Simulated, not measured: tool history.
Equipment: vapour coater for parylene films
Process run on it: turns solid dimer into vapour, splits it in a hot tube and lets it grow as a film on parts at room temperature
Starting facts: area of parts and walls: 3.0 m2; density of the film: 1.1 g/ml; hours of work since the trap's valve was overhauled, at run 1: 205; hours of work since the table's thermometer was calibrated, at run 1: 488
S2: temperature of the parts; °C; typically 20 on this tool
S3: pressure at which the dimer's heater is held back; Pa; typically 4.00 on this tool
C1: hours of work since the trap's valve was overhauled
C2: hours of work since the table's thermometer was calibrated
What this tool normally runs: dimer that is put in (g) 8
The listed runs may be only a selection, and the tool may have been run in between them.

{"run": 1, "hour": 0.0, "dimer that is put in (g)": 8, "S2": 20, "S3": 4.0, "C1": 205, "C2": 488, "thickness of the film (um)": 1.276}
{"run": 2, "hour": 63.2, "dimer that is put in (g)": 8, "S2": 26, "S3": 4.0, "C1": 231, "C2": 514, "thickness of the film (um)": 1.142}
{"hour": 71.9, "done": "trap's valve overhauled"}
{"run": 3, "hour": 115.2, "dimer that is put in (g)": 8, "S2": 26, "S3": 4.0, "C1": 18, "C2": 534, "thickness of the film (um)": 1.147}
{"run": 4, "hour": 156.1, "dimer that is put in (g)": 8, "S2": 26, "S3": 4.0, "C1": 35, "C2": 551, "thickness of the film (um)": 1.142}
{"run": 5, "hour": 221.2, "dimer that is put in (g)": 4, "S2": 20, "S3": 4.0, "C1": 62, "C2": 578, "thickness of the film (um)": 0.638}
{"run": 6, "hour": 277.5, "dimer that is put in (g)": 4, "S2": 20, "S3": 4.0, "C1": 86, "C2": 601, "thickness of the film (um)": 0.637}
{"run": 7, "hour": 330.9, "dimer that is put in (g)": 14, "S2": 20, "S3": 5.23, "C1": 108, "C2": 624, "thickness of the film (um)": 2.175}
{"run": 8, "hour": 368.0, "dimer that is put in (g)": 8, "S2": 28, "S3": 4.0, "C1": 123, "C2": 639, "thickness of the film (um)": 1.081}
{"run": 9, "hour": 396.3, "dimer that is put in (g)": 5, "S2": 18, "S3": 2.82, "C1": 135, "C2": 651, "thickness of the film (um)": 0.869}
{"run": 10, "hour": 462.2, "dimer that is put in (g)": 5, "S2": 18, "S3": 2.82, "C1": 162, "C2": 678, "thickness of the film (um)": 0.855}
{"run": 11, "hour": 499.2, "dimer that is put in (g)": 5, "S2": 18, "S3": 2.82, "C1": 178, "C2": 693, "thickness of the film (um)": 0.854}

Here are 3 independent what-if runs from the current tool condition. What would each one return?
{"run": "A", "hour": 538.4, "dimer that is put in (g)": 8, "S2": 20, "S3": 7.7, "C1": 194, "C2": 710, "thickness of the film (um)": "?"}
{"run": "B", "hour": 538.4, "dimer that is put in (g)": 4, "S2": 15, "S3": 9.44, "C1": 194, "C2": 710, "thickness of the film (um)": "?"}
{"run": "C", "hour": 538.4, "dimer that is put in (g)": 3, "S2": 31, "S3": 3.14, "C1": 194, "C2": 710, "thickness of the film (um)": "?"}

run=A thickness_of_the_film_(um)=1.189
run=B thickness_of_the_film_(um)=0.640
run=C thickness_of_the_film_(um)=0.398
Take away the tool's hidden state, keep each run's random variation, and the runs would have read:
run=A thickness_of_the_film_(um)=1.205
run=B thickness_of_the_film_(um)=0.648
run=C thickness_of_the_film_(um)=0.403

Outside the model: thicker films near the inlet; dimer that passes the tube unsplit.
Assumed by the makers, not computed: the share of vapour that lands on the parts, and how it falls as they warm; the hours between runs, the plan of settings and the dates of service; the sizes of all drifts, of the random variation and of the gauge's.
